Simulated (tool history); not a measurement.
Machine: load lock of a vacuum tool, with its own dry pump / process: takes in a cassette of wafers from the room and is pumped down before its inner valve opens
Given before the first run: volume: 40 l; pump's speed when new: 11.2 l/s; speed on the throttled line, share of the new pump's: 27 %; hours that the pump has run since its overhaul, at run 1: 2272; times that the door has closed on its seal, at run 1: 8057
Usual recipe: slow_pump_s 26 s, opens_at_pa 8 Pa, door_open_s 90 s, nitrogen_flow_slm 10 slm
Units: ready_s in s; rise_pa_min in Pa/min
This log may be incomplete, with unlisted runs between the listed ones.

| run | hour | slow_pump_s | opens_at_pa | door_open_s | nitrogen_flow_slm | hours that the pump has run since its overhaul | times that the door has closed on its seal | incoming humidity of the room's air, % | ready_s | rise_pa_min |
|---|---|---|---|---|---|---|---|---|---|---|
| 1 | 0.0 | 26 | 8 | 90 | 10 | 2272 | 8057 | 46.3 | 53.0 | 0.070 |
| 2 | 283.8 | 26 | 8 | 90 | 10 | 2555 | 9318 | 46.3 | 54.5 | 0.075 |
| 3 | 450.7 | 26 | 8 | 57 | 10 | 2722 | 10060 | 43.3 | 53.4 | 0.057 |
| 4 | 784.2 | 26 | 8 | 57 | 10 | 3056 | 11544 | 45.6 | 54.3 | 0.067 |
| 5 | 1063.6 | 26 | 8 | 90 | 10 | 3335 | 12786 | 43.4 | 53.7 | 0.072 |
| 6 | 1321.0 | 23 | 8 | 90 | 10 | 3593 | 13930 | 43.9 | 51.7 | 0.083 |
| 7 | 1465.8 | 26 | 11 | 90 | 10 | 3737 | 14574 | 42.9 | 53.5 | 0.085 |
| 8 | 1652.8 | 26 | 11 | 90 | 10 | 3924 | 15406 | 44.0 | 52.4 | 0.088 |
| 9 | 1932.9 | 26 | 8 | 90 | 7 | 4205 | 16651 | 44.4 | 54.1 | 0.093 |
| 10 | 2101.1 | 26 | 8 | 90 | 10 | 4373 | 17399 | 45.1 | 54.3 | 0.092 |
| 11 | 2271.2 | 34 | 8 | 90 | 10 | 4543 | 18156 | 48.6 | 59.7 | 0.095 |
| 12 | 2458.5 | 49 | 8 | 90 | 10 | 4730 | 18988 | 47.0 | 70.1 | 0.100 |
| 13 | 2781.3 | 49 | 8 | 90 | 10 | 5053 | 20424 | 45.0 | 70.5 | 0.096 |
| 14 | 2957.9 | 49 | 8 | 90 | 10 | 5229 | 21209 | 44.1 | 71.6 | 0.099 |
| 15 | 3281.5 | 49 | 16 | 37 | 12 | 5553 | 22648 | 45.8 | 68.2 | 0.077 |
| 16 | 3584.9 | 44 | 9 | 37 | 35 | 5856 | 23997 | 46.1 | 67.0 | 0.074 |
| 17 | 3825.9 | 44 | 9 | 37 | 35 | 6098 | 25069 | 44.8 | 66.3 | 0.075 |
| 18 | 4125.3 | 23 | 7 | 90 | 10 | 6397 | 26400 | 44.6 | 52.8 | 0.119 |
| 19 | 4466.8 | 23 | 7 | 90 | 10 | 6738 | 27918 | 47.5 | 53.2 | 0.125 |
| 20 | 4662.5 | 23 | 7 | 90 | 10 | 6934 | 28788 | 44.0 | 52.9 | 0.123 |
| 21 | 4964.4 | 26 | 8 | 152 | 25 | 7236 | 30131 | 47.1 | 54.3 | 0.128 |
| 22 | 5252.3 | 26 | 12 | 152 | 25 | 7524 | 31411 | 43.0 | 53.3 | 0.136 |
| 23 | 5489.3 | 21 | 7 | 40 | 14 | 7761 | 32465 | 43.3 | 51.0 | 0.110 |
| 24 | 5716.1 | 26 | 8 | 29 | 32 | 7988 | 33473 | 42.5 | 55.2 | 0.100 |

What if the next run were any one of these 4? Each begins from the tool's condition after run 24:
| A | 5952.6 | 22 | 8 | 199 | 33 | 8224 | 34525 | 42.3 | ? | ? |
| B | 5952.6 | 30 | 8 | 102 | 44 | 8224 | 34525 | 47.7 | ? | ? |
| C | 5952.6 | 23 | 8 | 57 | 32 | 8224 | 34525 | 43.4 | ? | ? |
| D | 5952.6 | 26 | 8 | 90 | 18 | 8224 | 34525 | 46.1 | ? | ? |

| run | ready_s | rise_pa_min |
|---|---|---|
| A | 51.3 | 0.140 |
| B | 58.0 | 0.120 |
| C | 52.6 | 0.121 |
| D | 54.9 | 0.138 |
The same runs, with their run-to-run variation unchanged, on a tool lacking any hidden condition would have given:
| run | ready_s | rise_pa_min |
|---|---|---|
| A | 49.4 | 0.046 |
| B | 56.3 | 0.027 |
| C | 50.8 | 0.027 |
| D | 53.1 | 0.044 |

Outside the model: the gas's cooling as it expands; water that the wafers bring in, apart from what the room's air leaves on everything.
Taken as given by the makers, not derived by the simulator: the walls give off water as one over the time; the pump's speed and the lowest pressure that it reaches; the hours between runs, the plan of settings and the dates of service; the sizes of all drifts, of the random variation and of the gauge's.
